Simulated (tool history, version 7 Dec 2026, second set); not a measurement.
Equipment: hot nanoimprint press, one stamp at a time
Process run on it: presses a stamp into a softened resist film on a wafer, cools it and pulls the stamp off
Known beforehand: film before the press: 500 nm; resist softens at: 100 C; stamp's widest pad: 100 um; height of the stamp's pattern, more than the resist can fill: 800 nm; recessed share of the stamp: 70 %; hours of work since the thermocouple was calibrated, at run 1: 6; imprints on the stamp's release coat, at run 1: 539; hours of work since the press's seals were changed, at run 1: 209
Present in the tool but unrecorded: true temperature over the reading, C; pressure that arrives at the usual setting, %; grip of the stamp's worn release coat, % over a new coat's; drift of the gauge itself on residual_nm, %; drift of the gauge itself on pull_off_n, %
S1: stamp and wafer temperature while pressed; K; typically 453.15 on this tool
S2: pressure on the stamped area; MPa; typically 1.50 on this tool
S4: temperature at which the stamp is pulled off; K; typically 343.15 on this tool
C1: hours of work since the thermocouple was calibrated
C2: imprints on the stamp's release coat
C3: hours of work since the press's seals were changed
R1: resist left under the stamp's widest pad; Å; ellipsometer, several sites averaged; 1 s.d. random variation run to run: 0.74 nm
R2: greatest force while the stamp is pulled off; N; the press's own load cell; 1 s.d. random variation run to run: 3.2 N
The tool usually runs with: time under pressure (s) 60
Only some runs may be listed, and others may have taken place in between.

{"run": 1, "hour": 0.0, "S1": 453.15, "S2": 1.5, "time under pressure (s)": 60, "S4": 343.15, "C1": 6, "C2": 539, "C3": 209, "R1": 2442, "R2": 180}
{"run": 2, "hour": 7.2, "S1": 453.15, "S2": 1.5, "time under pressure (s)": 60, "S4": 343.15, "C1": 10, "C2": 552, "C3": 213, "R1": 2452, "R2": 187}
{"run": 3, "hour": 14.9, "S1": 453.15, "S2": 1.5, "time under pressure (s)": 60, "S4": 348.15, "C1": 14, "C2": 566, "C3": 217, "R1": 2423, "R2": 169}
{"run": 4, "hour": 28.5, "S1": 453.15, "S2": 1.5, "time under pressure (s)": 61, "S4": 343.15, "C1": 21, "C2": 592, "C3": 225, "R1": 2427, "R2": 184}
{"run": 5, "hour": 42.1, "S1": 453.15, "S2": 1.5, "time under pressure (s)": 60, "S4": 334.15, "C1": 29, "C2": 617, "C3": 232, "R1": 2435, "R2": 222}
{"run": 6, "hour": 49.7, "S1": 453.15, "S2": 1.5, "time under pressure (s)": 60, "S4": 343.15, "C1": 33, "C2": 632, "C3": 236, "R1": 2439, "R2": 186}
{"run": 7, "hour": 57.5, "S1": 453.15, "S2": 1.5, "time under pressure (s)": 60, "S4": 343.15, "C1": 37, "C2": 646, "C3": 240, "R1": 2436, "R2": 192}
{"run": 8, "hour": 70.6, "S1": 453.15, "S2": 1.5, "time under pressure (s)": 60, "S4": 343.15, "C1": 44, "C2": 671, "C3": 247, "R1": 2429, "R2": 186}
{"run": 9, "hour": 77.4, "S1": 453.15, "S2": 1.5, "time under pressure (s)": 60, "S4": 343.15, "C1": 47, "C2": 683, "C3": 251, "R1": 2434, "R2": 194}
{"run": 10, "hour": 87.4, "S1": 453.15, "S2": 1.5, "time under pressure (s)": 60, "S4": 343.15, "C1": 53, "C2": 702, "C3": 256, "R1": 2439, "R2": 188}
{"run": 11, "hour": 95.7, "S1": 453.15, "S2": 1.5, "time under pressure (s)": 60, "S4": 343.15, "C1": 57, "C2": 718, "C3": 261, "R1": 2443, "R2": 191}
{"run": 12, "hour": 107.9, "S1": 453.15, "S2": 1.75, "time under pressure (s)": 60, "S4": 343.15, "C1": 64, "C2": 741, "C3": 267, "R1": 2274, "R2": 203}
{"run": 13, "hour": 119.2, "S1": 453.15, "S2": 1.75, "time under pressure (s)": 60, "S4": 343.15, "C1": 70, "C2": 762, "C3": 273, "R1": 2278, "R2": 187}
{"run": 14, "hour": 132.0, "S1": 453.15, "S2": 1.75, "time under pressure (s)": 60, "S4": 343.15, "C1": 77, "C2": 786, "C3": 280, "R1": 2279, "R2": 196}
{"run": 15, "hour": 139.5, "S1": 453.15, "S2": 1.75, "time under pressure (s)": 60, "S4": 343.15, "C1": 81, "C2": 800, "C3": 284, "R1": 2279, "R2": 193}
{"run": 16, "hour": 146.7, "S1": 453.15, "S2": 1.75, "time under pressure (s)": 39, "S4": 331.15, "C1": 85, "C2": 813, "C3": 288, "R1": 2655, "R2": 230}
{"run": 17, "hour": 157.7, "S1": 453.15, "S2": 1.5, "time under pressure (s)": 60, "S4": 347.15, "C1": 90, "C2": 834, "C3": 294, "R1": 2441, "R2": 188}
{"run": 18, "hour": 166.6, "S1": 452.15, "S2": 1.5, "time under pressure (s)": 90, "S4": 348.15, "C1": 95, "C2": 850, "C3": 299, "R1": 2181, "R2": 183}
{"run": 19, "hour": 176.0, "S1": 452.15, "S2": 1.5, "time under pressure (s)": 90, "S4": 348.15, "C1": 100, "C2": 868, "C3": 304, "R1": 2190, "R2": 181}
{"run": 20, "hour": 185.3, "S1": 460.15, "S2": 1.58, "time under pressure (s)": 100, "S4": 351.15, "C1": 105, "C2": 885, "C3": 309, "R1": 1440, "R2": 176}
{"run": 21, "hour": 193.3, "S1": 460.15, "S2": 1.58, "time under pressure (s)": 50, "S4": 345.15, "C1": 109, "C2": 900, "C3": 313, "R1": 1927, "R2": 189}
{"run": 22, "hour": 201.8, "S1": 459.15, "S2": 1.27, "time under pressure (s)": 60, "S4": 348.15, "C1": 114, "C2": 916, "C3": 317, "R1": 2058, "R2": 187}
{"run": 23, "hour": 215.7, "S1": 459.15, "S2": 1.27, "time under pressure (s)": 60, "S4": 348.15, "C1": 121, "C2": 943, "C3": 325, "R1": 2072, "R2": 185}
{"run": 24, "hour": 229.9, "S1": 453.15, "S2": 2.07, "time under pressure (s)": 98, "S4": 330.15, "C1": 129, "C2": 969, "C3": 332, "R1": 1749, "R2": 236}
{"run": 25, "hour": 244.0, "S1": 462.15, "S2": 1.5, "time under pressure (s)": 36, "S4": 343.15, "C1": 137, "C2": 995, "C3": 340, "R1": 2074, "R2": 209}
{"run": 26, "hour": 259.4, "S1": 462.15, "S2": 1.5, "time under pressure (s)": 36, "S4": 343.15, "C1": 145, "C2": 1024, "C3": 348, "R1": 2079, "R2": 210}
{"run": 27, "hour": 274.0, "S1": 441.15, "S2": 1.47, "time under pressure (s)": 53, "S4": 337.15, "C1": 153, "C2": 1052, "C3": 356, "R1": 3830, "R2": 230}
{"run": 28, "hour": 290.2, "S1": 453.15, "S2": 1.04, "time under pressure (s)": 60, "S4": 332.15, "C1": 161, "C2": 1082, "C3": 365, "R1": 2822, "R2": 252}
{"run": 29, "hour": 302.4, "S1": 453.15, "S2": 1.34, "time under pressure (s)": 60, "S4": 340.15, "C1": 168, "C2": 1105, "C3": 371, "R1": 2545, "R2": 217}

Predict each of these 5 candidate next runs independently; none follows another, all start after run 29:
{"run": "A", "hour": 318.5, "S1": 463.15, "S2": 1.48, "time under pressure (s)": 103, "S4": 340.15, "C1": 176, "C2": 1135, "C3": 380, "R1": "?", "R2": "?"}
{"run": "B", "hour": 318.5, "S1": 462.15, "S2": 1.34, "time under pressure (s)": 60, "S4": 337.15, "C1": 176, "C2": 1135, "C3": 380, "R1": "?", "R2": "?"}
{"run": "C", "hour": 318.5, "S1": 453.15, "S2": 2.33, "time under pressure (s)": 48, "S4": 335.15, "C1": 176, "C2": 1135, "C3": 380, "R1": "?", "R2": "?"}
{"run": "D", "hour": 318.5, "S1": 453.15, "S2": 1.87, "time under pressure (s)": 42, "S4": 343.15, "C1": 176, "C2": 1135, "C3": 380, "R1": "?", "R2": "?"}
{"run": "E", "hour": 318.5, "S1": 460.15, "S2": 1.5, "time under pressure (s)": 60, "S4": 343.15, "C1": 176, "C2": 1135, "C3": 380, "R1": "?", "R2": "?"}

run=A R1=1286 R2=215
run=B R1=1773 R2=226
run=C R1=2194 R2=231
run=D R1=2516 R2=206
run=E R1=1818 R2=213
Without the tool's hidden state the same runs would have given:
run=A R1=1274 R2=156
run=B R1=1761 R2=164
run=C R1=2156 R2=168
run=D R1=2488 R2=150
run=E R1=1802 R2=155

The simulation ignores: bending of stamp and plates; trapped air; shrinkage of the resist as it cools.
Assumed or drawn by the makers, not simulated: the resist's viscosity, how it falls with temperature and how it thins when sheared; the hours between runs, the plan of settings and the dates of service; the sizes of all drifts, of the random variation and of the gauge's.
